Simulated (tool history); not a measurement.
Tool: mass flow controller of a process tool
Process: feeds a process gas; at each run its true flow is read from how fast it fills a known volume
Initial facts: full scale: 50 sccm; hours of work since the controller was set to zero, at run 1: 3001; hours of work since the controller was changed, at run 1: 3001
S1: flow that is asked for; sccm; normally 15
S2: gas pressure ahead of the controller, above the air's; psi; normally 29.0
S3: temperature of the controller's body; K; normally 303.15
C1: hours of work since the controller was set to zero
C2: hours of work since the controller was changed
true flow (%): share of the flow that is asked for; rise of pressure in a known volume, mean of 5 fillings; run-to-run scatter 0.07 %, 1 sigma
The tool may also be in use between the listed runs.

{"run": 1, "hour": 0.0, "S1": 15, "S2": 29.0, "S3": 303.15, "C1": 3001, "C2": 3001, "true flow (%)": 97.83}
{"run": 2, "hour": 61.4, "S1": 36, "S2": 29.0, "S3": 303.15, "C1": 3047, "C2": 3047, "true flow (%)": 98.78}
{"run": 3, "hour": 127.0, "S1": 15, "S2": 29.0, "S3": 303.15, "C1": 3095, "C2": 3095, "true flow (%)": 97.91}
{"run": 4, "hour": 193.3, "S1": 15, "S2": 29.0, "S3": 303.15, "C1": 3144, "C2": 3144, "true flow (%)": 97.76}
{"run": 5, "hour": 306.2, "S1": 15, "S2": 29.0, "S3": 303.15, "C1": 3227, "C2": 3227, "true flow (%)": 97.59}
{"run": 6, "hour": 396.6, "S1": 15, "S2": 29.0, "S3": 303.15, "C1": 3294, "C2": 3294, "true flow (%)": 97.71}
{"run": 7, "hour": 471.9, "S1": 15, "S2": 29.0, "S3": 303.15, "C1": 3349, "C2": 3349, "true flow (%)": 97.74}
{"run": 8, "hour": 573.1, "S1": 8, "S2": 21.9, "S3": 298.15, "C1": 3424, "C2": 3424, "true flow (%)": 97.27}
{"run": 9, "hour": 634.6, "S1": 19, "S2": 29.7, "S3": 311.15, "C1": 3469, "C2": 3469, "true flow (%)": 97.35}
{"run": 10, "hour": 685.6, "S1": 19, "S2": 29.7, "S3": 311.15, "C1": 3507, "C2": 3507, "true flow (%)": 97.28}
{"run": 11, "hour": 754.3, "S1": 7, "S2": 29.0, "S3": 301.15, "C1": 3557, "C2": 3557, "true flow (%)": 97.44}

4 ways to go on from here, each from the tool as it stands after run 11. What would each give?
{"run": "A", "hour": 804.3, "S1": 18, "S2": 29.0, "S3": 303.15, "C1": 3594, "C2": 3594, "true flow (%)": "?"}
{"run": "B", "hour": 804.3, "S1": 9, "S2": 22.2, "S3": 293.15, "C1": 3594, "C2": 3594, "true flow (%)": "?"}
{"run": "C", "hour": 804.3, "S1": 15, "S2": 29.0, "S3": 302.15, "C1": 3594, "C2": 3594, "true flow (%)": "?"}
{"run": "D", "hour": 804.3, "S1": 7, "S2": 31.6, "S3": 306.15, "C1": 3594, "C2": 3594, "true flow (%)": "?"}

run=A true_flow_(%)=97.55
run=B true_flow_(%)=97.47
run=C true_flow_(%)=97.55
run=D true_flow_(%)=97.11
Had the tool no hidden state, the same runs would have come out as:
run=A true_flow_(%)=97.90
run=B true_flow_(%)=97.81
run=C true_flow_(%)=97.90
run=D true_flow_(%)=97.44

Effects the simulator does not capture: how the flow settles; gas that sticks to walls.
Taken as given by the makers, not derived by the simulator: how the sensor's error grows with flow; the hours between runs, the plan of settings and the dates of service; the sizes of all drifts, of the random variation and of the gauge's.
